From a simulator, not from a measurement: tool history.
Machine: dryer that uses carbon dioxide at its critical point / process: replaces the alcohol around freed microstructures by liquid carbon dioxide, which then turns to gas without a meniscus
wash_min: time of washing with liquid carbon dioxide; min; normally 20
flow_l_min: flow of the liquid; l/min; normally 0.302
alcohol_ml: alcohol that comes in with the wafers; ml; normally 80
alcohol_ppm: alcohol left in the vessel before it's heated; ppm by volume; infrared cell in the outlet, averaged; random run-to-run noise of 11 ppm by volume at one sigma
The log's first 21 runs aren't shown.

run	day	wash_min	flow_l_min	alcohol_ml	alcohol_ppm
22	11.883	14	0.313	102	4252
23	12.262	14	0.313	102	4306
24	12.696	14	0.313	102	4215
25	13.533	14	0.313	102	4353
26	14.254	14	0.313	102	4267
27	14.683	14	0.313	102	4455
28	15.221	14	0.313	102	4569
29	15.746	14	0.234	89	8215
30	16.358	17	0.380	71	816
31	16.917	19	0.380	27	258
32	17.396	20	0.201	37	2083
33	17.896	26	0.226	25	452
34	18.317	26	0.226	25	476
35	19.062	14	0.302	86	4394
36	19.671	22	0.302	47	536
37	20.033	20	0.332	99	1039

Here are 4 independent what-if runs from the current tool condition. What would each one return?
A	20.525	20	0.243	33	?
B	20.525	25	0.332	99	?
C	20.525	20	0.443	99	?
D	20.525	22	0.332	71	?

run	alcohol_ppm
A	1152
B	403
C	317
D	555
What these runs would have given with no unlogged condition in the tool:
run	alcohol_ppm
A	687
B	154
C	105
D	249
